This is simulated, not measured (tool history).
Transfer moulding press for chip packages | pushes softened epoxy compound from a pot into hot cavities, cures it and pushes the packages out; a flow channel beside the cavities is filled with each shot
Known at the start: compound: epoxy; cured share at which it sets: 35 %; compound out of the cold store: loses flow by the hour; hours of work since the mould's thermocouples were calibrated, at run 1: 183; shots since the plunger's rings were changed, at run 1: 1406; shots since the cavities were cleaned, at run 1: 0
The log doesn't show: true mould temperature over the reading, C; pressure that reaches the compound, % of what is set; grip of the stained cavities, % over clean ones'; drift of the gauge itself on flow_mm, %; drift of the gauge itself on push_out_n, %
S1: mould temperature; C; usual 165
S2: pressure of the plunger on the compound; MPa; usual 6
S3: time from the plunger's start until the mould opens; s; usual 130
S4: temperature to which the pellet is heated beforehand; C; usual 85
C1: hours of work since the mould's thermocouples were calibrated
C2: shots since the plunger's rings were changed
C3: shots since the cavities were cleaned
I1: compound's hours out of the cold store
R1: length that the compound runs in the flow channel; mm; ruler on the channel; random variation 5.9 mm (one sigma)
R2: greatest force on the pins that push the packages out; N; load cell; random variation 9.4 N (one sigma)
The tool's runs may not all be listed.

Run 1, hour 0: usual settings; C1 183; C2 1406; C3 0; I1 17.2. Result: R1 726 mm, R2 449 N.
Run 2, hour 44.3: usual settings but S3 121 s; C1 215; C2 1869; C3 463; I1 8.2. Result: R1 757 mm, R2 526 N.
Run 3, hour 81.8: usual settings but S3 121 s; C1 242; C2 2262; C3 856; I1 19.1. Result: R1 707 mm, R2 495 N.
At hour 97.3: cavities cleaned with cleaning compound and waxed.
Run 4, hour 141.3: usual settings but S3 121 s; C1 284; C2 2869; C3 461; I1 34.8. Result: R1 655 mm, R2 488 N.
Run 5, hour 173.5: usual settings but S3 135 s; C1 307; C2 3205; C3 797; I1 32. Result: R1 655 mm, R2 425 N.
At hour 194.2: cavities cleaned with cleaning compound and waxed.
Run 6, hour 217.4: usual settings but S3 135 s; C1 338; C2 3649; C3 242; I1 20.7. Result: R1 689 mm, R2 422 N.
Run 7, hour 264.9: usual settings; C1 372; C2 4146; C3 739; I1 11.6. Result: R1 750 mm, R2 454 N.
At hour 278.6: mould's thermocouples calibrated.
At hour 295.1: cavities cleaned with cleaning compound and waxed.
Run 8, hour 337.2: usual settings; C1 41; C2 4866; C3 441; I1 21.5. Result: R1 698 mm, R2 437 N.
Run 9, hour 376.9: usual settings; C1 70; C2 5281; C3 856; I1 19.7. Result: R1 713 mm, R2 450 N.
At hour 392.9: cavities cleaned with cleaning compound and waxed.
Run 10, hour 434: usual settings but S4 89 C; C1 110; C2 5863; C3 429; I1 45.8. Result: R1 611 mm, R2 404 N.
At hour 466.6: plunger's sealing rings changed.
At hour 491.8: cavities cleaned with cleaning compound and waxed.
Run 11, hour 499.9: usual settings but S4 89 C; C1 155; C2 333; C3 85; I1 30. Result: R1 668 mm, R2 452 N.
Run 12, hour 573.1: usual settings but S4 89 C; C1 208; C2 1099; C3 851; I1 10.7. Result: R1 742 mm, R2 449 N.
At hour 590.2: cavities cleaned with cleaning compound and waxed.
Run 13, hour 634: usual settings; C1 251; C2 1720; C3 458; I1 30.9. Result: R1 671 mm, R2 454 N.
Run 14, hour 669.8: usual settings but S1 167 C, S3 157 s, S4 92 C; C1 277; C2 2095; C3 833; I1 34.3. Result: R1 658 mm, R2 372 N.
At hour 692.4: cavities cleaned with cleaning compound and waxed.
Run 15, hour 707.6: usual settings but S1 167 C, S3 157 s, S4 92 C; C1 303; C2 2475; C3 159; I1 21.9. Result: R1 687 mm, R2 358 N.
Run 16, hour 742.4: usual settings but S1 159 C, S2 7.4 MPa, S4 76 C; C1 329; C2 2839; C3 523; I1 18.8. Result: R1 808 mm, R2 652 N.
Run 17, hour 776.1: usual settings but S1 159 C, S2 7.4 MPa, S4 76 C; C1 353; C2 3191; C3 875; I1 11. Result: R1 831 mm, R2 690 N.
At hour 788.7: cavities cleaned with cleaning compound and waxed.
At hour 815.7: mould's thermocouples calibrated.
Run 18, hour 833.4: usual settings but S1 159 C, S2 7.29 MPa, S3 126 s, S4 76 C; C1 13; C2 3754; C3 446; I1 39. Result: R1 721 mm, R2 665 N.
Run 19, hour 883.4: usual settings but S1 159 C, S2 7.29 MPa, S3 126 s, S4 86 C; C1 49; C2 4278; C3 970; I1 25.6. Result: R1 781 mm, R2 680 N.
At hour 891.7: cavities cleaned with cleaning compound and waxed.
Run 20, hour 948.8: usual settings but S1 159 C, S2 7.29 MPa, S3 126 s, S4 86 C; C1 95; C2 4946; C3 597; I1 20.6. Result: R1 789 mm, R2 697 N.
At hour 992.5: cavities cleaned with cleaning compound and waxed.
Run 21, hour 1011.5: usual settings but S1 161 C, S2 7.07 MPa, S3 126 s, S4 86 C; C1 140; C2 5587; C3 199; I1 25.6. Result: R1 754 mm, R2 590 N.
Run 22, hour 1048.6: usual settings but S1 170 C, S2 7.07 MPa, S3 126 s, S4 86 C; C1 166; C2 5975; C3 587; I1 29. Result: R1 718 mm, R2 418 N.
At hour 1071.5: plunger's sealing rings changed.
At hour 1092.8: cavities cleaned with cleaning compound and waxed.
Run 23, hour 1108.8: usual settings but S1 157 C, S2 5.61 MPa; C1 207; C2 375; C3 167; I1 39.2. Result: R1 637 mm, R2 690 N.
Run 24, hour 1142: usual settings but S1 157 C, S2 5.61 MPa, S3 156 s; C1 231; C2 723; C3 515; I1 41.2. Result: R1 624 mm, R2 500 N.
At hour 1190.1: cavities cleaned with cleaning compound and waxed.
Run 25, hour 1191: usual settings but S3 119 s; C1 266; C2 1219; C3 9; I1 14.3. Result: R1 729 mm, R2 516 N.
Run 26, hour 1250.4: usual settings but S1 167 C, S3 156 s; C1 309; C2 1841; C3 631; I1 42.6. Result: R1 622 mm, R2 356 N.

Forecast each of these 3 alternatives for the next run:
At hour 1289.4: cavities cleaned with cleaning compound and waxed.
Run A, hour 1295.4: usual settings but S1 158 C, S2 4.89 MPa; C1 340; C2 2296; C3 63; I1 44.2. Result: R1 ?, R2 ?.
At hour 1289.4: cavities cleaned with cleaning compound and waxed.
Run B, hour 1295.4: usual settings but S1 169 C, S2 5.04 MPa, S3 156 s, S4 76 C; C1 340; C2 2296; C3 63; I1 34. Result: R1 ?, R2 ?.
At hour 1289.4: cavities cleaned with cleaning compound and waxed.
Run C, hour 1295.4: usual settings but S1 160 C; C1 340; C2 2296; C3 63; I1 41.5. Result: R1 ?, R2 ?.

run   R1   R2
  A  577  628
  B  583  368
  C  635  582
Without the tool's hidden state the same runs would have given:
run   R1   R2
  A  578  628
  B  583  367
  C  636  581

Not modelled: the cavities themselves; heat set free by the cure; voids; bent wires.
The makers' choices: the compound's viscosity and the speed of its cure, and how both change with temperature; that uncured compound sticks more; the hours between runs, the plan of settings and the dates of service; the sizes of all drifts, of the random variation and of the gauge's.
